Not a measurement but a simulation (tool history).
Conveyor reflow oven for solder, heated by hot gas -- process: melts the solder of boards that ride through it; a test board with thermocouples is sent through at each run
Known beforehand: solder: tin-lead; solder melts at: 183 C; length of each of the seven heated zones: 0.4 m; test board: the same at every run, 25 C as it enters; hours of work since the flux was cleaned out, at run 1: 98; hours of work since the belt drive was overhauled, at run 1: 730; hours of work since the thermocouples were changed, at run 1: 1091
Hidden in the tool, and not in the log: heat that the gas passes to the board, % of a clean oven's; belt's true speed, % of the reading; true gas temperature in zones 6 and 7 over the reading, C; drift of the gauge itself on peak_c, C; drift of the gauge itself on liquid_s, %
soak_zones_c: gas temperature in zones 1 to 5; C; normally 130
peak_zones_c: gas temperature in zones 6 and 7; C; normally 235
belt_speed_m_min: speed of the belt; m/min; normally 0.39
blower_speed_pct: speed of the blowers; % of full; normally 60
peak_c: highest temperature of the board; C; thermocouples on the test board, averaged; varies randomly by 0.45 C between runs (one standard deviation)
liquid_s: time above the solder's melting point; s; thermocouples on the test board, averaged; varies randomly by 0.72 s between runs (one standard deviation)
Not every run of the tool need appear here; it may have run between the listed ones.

run   hour  soak_zones_c  peak_zones_c  belt_speed_m_min  blower_speed_pct  hours of work since the flux was cleaned out  hours of work since the belt drive was overhauled  hours of work since the thermocouples were changed  peak_c  liquid_s
  1      0           130           235              0.39                60                                            98                                                730                                                1091     213      83.6
  2   26.2           130           235              0.39                60                                           116                                                748                                                1108   212.7      81.9
  3   46.3           130           235              0.39                60                                           129                                                761                                                1122   213.2      82.6
  4   70.7           130           235             0.391                60                                           146                                                778                                                1138   212.1      80.9
  5   98.2           130           235             0.391                60                                           164                                                796                                                1157   212.4        81
  6  135.1           130           235             0.448                60                                           189                                                821                                                1181   205.6      61.6
     142.5  -- belt drive overhauled, speed set with a stopwatch
  7    173           130           235             0.448                60                                           212                                                 20                                                1204     207      61.4
  8  198.7           135           242             0.367                81                                           229                                                 38                                                1222   225.5       111
  9  215.7           135           238             0.367                72                                           240                                                 49                                                1233   220.1     104.7
 10  249.9           135           226             0.367                64                                           263                                                 72                                                1256   207.5      84.7
     256.2  -- thermocouples of zones 6 and 7 changed
 11  275.3           135           226             0.367                64                                           279                                                 88                                                  13   210.4      88.2
 12  293.9           135           225             0.395                60                                           292                                                100                                                  25   205.9      75.4
 13  315.6           135           225             0.395                60                                           306                                                115                                                  40     206      73.3

Branching from run 13: 3 alternative next runs. What would each branch give?
     323.2  -- flux residue cleaned out of gas plates and filters
     343.6  -- belt drive overhauled, speed set with a stopwatch, once more
  A  346.7           135           225             0.377                60                                            13                                                  2                                                  55       ?         ?
     323.2  -- flux residue cleaned out of gas plates and filters
     343.6  -- belt drive overhauled, speed set with a stopwatch, once more
  B  346.7           135           228             0.395                66                                            13                                                  2                                                  55       ?         ?
     323.2  -- flux residue cleaned out of gas plates and filters
     343.6  -- belt drive overhauled, speed set with a stopwatch, once more
  C  346.7           135           249             0.381                54                                            13                                                  2                                                  55       ?         ?

run  peak_c  liquid_s
  A   209.1      82.8
  B   211.9      81.5
  C   226.8     103.4
Had the tool no hidden state, the same runs would have come out as:
run  peak_c  liquid_s
  A   209.3      83.2
  B   212.1      81.9
  C     227     103.5
